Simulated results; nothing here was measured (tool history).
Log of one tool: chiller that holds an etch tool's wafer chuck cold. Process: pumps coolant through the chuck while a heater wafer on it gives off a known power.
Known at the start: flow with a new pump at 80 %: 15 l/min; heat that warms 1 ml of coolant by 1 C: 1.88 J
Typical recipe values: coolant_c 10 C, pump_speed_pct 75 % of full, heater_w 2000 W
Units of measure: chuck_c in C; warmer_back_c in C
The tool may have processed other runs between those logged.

Run 1, hour 0.0: usual settings. Result: chuck_c 29.6 C, warmer_back_c 4.57 C.
Run 2, hour 49.8: usual settings. Result: chuck_c 29.7 C, warmer_back_c 4.54 C.
Run 3, hour 92.3: usual settings. Result: chuck_c 29.6 C, warmer_back_c 4.52 C.
Run 4, hour 121.6: usual settings. Result: chuck_c 29.4 C, warmer_back_c 4.56 C.
Run 5, hour 153.0: usual settings. Result: chuck_c 29.5 C, warmer_back_c 4.54 C.
Run 6, hour 196.8: usual settings. Result: chuck_c 29.6 C, warmer_back_c 4.61 C.
Run 7, hour 218.8: usual settings. Result: chuck_c 29.6 C, warmer_back_c 4.58 C.
Run 8, hour 243.2: usual settings. Result: chuck_c 29.8 C, warmer_back_c 4.60 C.
Run 9, hour 288.3: usual settings. Result: chuck_c 29.5 C, warmer_back_c 4.63 C.
Run 10, hour 339.3: usual settings. Result: chuck_c 29.6 C, warmer_back_c 4.61 C.
Run 11, hour 374.5: usual settings but coolant_c 15 C. Result: chuck_c 34.5 C, warmer_back_c 4.62 C.
Run 12, hour 407.0: usual settings but coolant_c 15 C. Result: chuck_c 34.5 C, warmer_back_c 4.62 C.
Run 13, hour 451.8: usual settings but coolant_c 15 C. Result: chuck_c 34.6 C, warmer_back_c 4.64 C.
Run 14, hour 498.0: usual settings but coolant_c 15 C. Result: chuck_c 34.4 C, warmer_back_c 4.66 C.
Run 15, hour 522.1: usual settings. Result: chuck_c 29.6 C, warmer_back_c 4.59 C.
Run 16, hour 566.2: usual settings. Result: chuck_c 29.7 C, warmer_back_c 4.64 C.
Run 17, hour 608.0: usual settings. Result: chuck_c 29.4 C, warmer_back_c 4.68 C.
Run 18, hour 643.8: usual settings but pump_speed_pct 79 % of full, heater_w 2094 W. Result: chuck_c 29.8 C, warmer_back_c 4.61 C.
Run 19, hour 686.0: usual settings but pump_speed_pct 79 % of full, heater_w 2094 W. Result: chuck_c 29.7 C, warmer_back_c 4.71 C.
Run 20, hour 733.8: usual settings but pump_speed_pct 85 % of full, heater_w 1008 W. Result: chuck_c 18.9 C, warmer_back_c 2.20 C.
At hour 739.5: chiller's thermometer calibrated.
Run 21, hour 760.6: usual settings but pump_speed_pct 96 % of full, heater_w 2372 W. Result: chuck_c 29.8 C, warmer_back_c 4.35 C.
Run 22, hour 782.0: usual settings but heater_w 2177 W. Result: chuck_c 31.3 C, warmer_back_c 5.11 C.
Run 23, hour 824.3: usual settings but coolant_c 7 C, pump_speed_pct 68 % of full. Result: chuck_c 27.7 C, warmer_back_c 5.17 C.
Run 24, hour 847.8: usual settings but coolant_c 8 C, pump_speed_pct 90 % of full, heater_w 1459 W. Result: chuck_c 20.8 C, warmer_back_c 2.84 C.
Run 25, hour 894.9: usual settings but coolant_c 12 C, pump_speed_pct 78 % of full, heater_w 2970 W. Result: chuck_c 40.5 C, warmer_back_c 6.71 C.
Run 26, hour 937.4: usual settings but heater_w 1418 W. Result: chuck_c 23.9 C, warmer_back_c 3.41 C.
Run 27, hour 966.4: usual settings but coolant_c 9 C, pump_speed_pct 87 % of full. Result: chuck_c 26.7 C, warmer_back_c 4.13 C.
Run 28, hour 1013.5: usual settings but pump_speed_pct 67 % of full, heater_w 1411 W. Result: chuck_c 24.8 C, warmer_back_c 3.75 C.
Run 29, hour 1046.7: usual settings but coolant_c 6 C, pump_speed_pct 95 % of full, heater_w 2013 W. Result: chuck_c 23.1 C, warmer_back_c 3.83 C.
Run 30, hour 1083.5: usual settings but coolant_c 19 C, pump_speed_pct 61 % of full, heater_w 1829 W. Result: chuck_c 39.4 C, warmer_back_c 5.35 C.
Run 31, hour 1112.1: usual settings but heater_w 2563 W. Result: chuck_c 35.1 C, warmer_back_c 6.04 C.
Run 32, hour 1141.2: usual settings but heater_w 2563 W. Result: chuck_c 35.1 C, warmer_back_c 6.04 C.

Predict each of these 3 candidate next runs independently; none follows another, all start after run 32:
At hour 1143.8: gauge calibrated.
Run A, hour 1182.3: usual settings but coolant_c 2 C, heater_w 2563 W. Result: chuck_c ?, warmer_back_c ?.
At hour 1143.8: gauge calibrated.
Run B, hour 1182.3: usual settings but pump_speed_pct 72 % of full, heater_w 2563 W. Result: chuck_c ?, warmer_back_c ?.
At hour 1143.8: gauge calibrated.
Run C, hour 1182.3: usual settings but coolant_c 6 C, heater_w 2563 W. Result: chuck_c ?, warmer_back_c ?.

run  chuck_c  warmer_back_c
  A     27.0           5.80
  B     35.6           6.12
  C     31.2           5.86
With the hidden condition removed and each run's random variation left untouched, the same runs would have given:
run  chuck_c  warmer_back_c
  A     27.0           5.79
  B     35.6           6.11
  C     31.2           5.86
